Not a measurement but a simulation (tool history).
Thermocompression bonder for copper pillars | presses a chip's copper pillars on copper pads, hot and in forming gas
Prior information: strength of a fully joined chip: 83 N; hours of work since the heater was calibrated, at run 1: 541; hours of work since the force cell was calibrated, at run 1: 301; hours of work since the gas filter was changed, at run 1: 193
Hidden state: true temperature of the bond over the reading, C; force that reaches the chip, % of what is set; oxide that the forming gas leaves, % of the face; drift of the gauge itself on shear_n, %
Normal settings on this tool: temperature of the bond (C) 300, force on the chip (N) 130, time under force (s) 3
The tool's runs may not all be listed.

run     day  temperature of the bond (C)  force on the chip (N)  time under force (s)  hours of work since the heater was calibrated  hours of work since the force cell was calibrated  hours of work since the gas filter was changed  force that shears a chip off (N)
  1       0                          300                    130                     3                                            541                                                301                                             193                              42.7
  2   0.542                          300                    169                     3                                            548                                                308                                             200                              49.3
  3   1.275                          300                    130                     3                                            557                                                318                                             210                              42.1
  4   2.221                          300                    130                     6                                            570                                                330                                             222                                53
  5     2.7                          300                    130                     6                                            576                                                336                                             229                                52
  6   3.754                          300                    130                     3                                            590                                                350                                             243                                42
  7   4.492                          300                    130                     3                                            600                                                360                                             252                              42.1
  8     5.1                          300                    130                     3                                            608                                                368                                             260                              42.4
  9   6.012                          300                    130                     3                                            619                                                380                                             272                              41.6
 10    6.55                          300                    102                     3                                            626                                                387                                             279                              36.3
 11   7.142                          300                    102                     3                                            634                                                394                                             287                              36.1
 12   7.825                          300                    102                     3                                            643                                                403                                             296                              35.9
 13   8.254                          300                    181                     3                                            649                                                409                                             302                              50.5
 14   9.233                          300                    181                     3                                            662                                                422                                             314                              50.2
 15  10.058                          300                    181                     3                                            672                                                433                                             325                              50.1
 16  11.083                          300                    181                     3                                            686                                                446                                             339                              50.1
 17  11.692                          300                    181                     3                                            694                                                454                                             347                                50
 18  12.679                          300                    181                     3                                            707                                                467                                             360                              49.4
 19  13.267                          300                    141                     3                                            715                                                475                                             367                              43.4
 20  13.892                          300                    141                     3                                            723                                                483                                             375                              42.7
 21  14.617                          330                    162                     2                                            732                                                492                                             385                              51.1
 22  15.162                          300                     91                     2                                            739                                                500                                             392                              27.8
 23  16.079                          300                     91                     2                                            751                                                512                                             404                              27.6
 24    17.1                          302                    130                     7                                            765                                                525                                             418                              54.1
 25  18.112                          283                    154                     7                                            778                                                538                                             431                              51.5
 26  18.646                          283                    154                     7                                            785                                                545                                             438                              52.1
 27  19.679                          300                    130                     2                                            799                                                559                                             451                              35.7
 28  20.379                          297                    122                     8                                            808                                                568                                             461                              51.3
 29  21.108                          297                    146                     8                                            817                                                578                                             470                              56.5
 30  21.754                          310                    130                     2                                            826                                                586                                             479                              38.4
     22.062  -- forming gas filter changed
 31  22.633                          290                    116                     3                                            837                                                597                                               8                              36.1
 32  23.408                          290                    116                     3                                            847                                                607                                              18                              35.8
 33  23.883                          292                     89                     4                                            853                                                614                                              24                              34.1
 34  24.929                          300                    119                     9                                            867                                                627                                              38                              55.5

Predict the results of run 35:
 35  25.529                          274                    115                     3                                            875                                                635                                              45                                 ?

force that shears a chip off (N): 30.3
With the hidden condition absent and the run-to-run variation left alone, this run would have shown force that shears a chip off (N) 33.3.
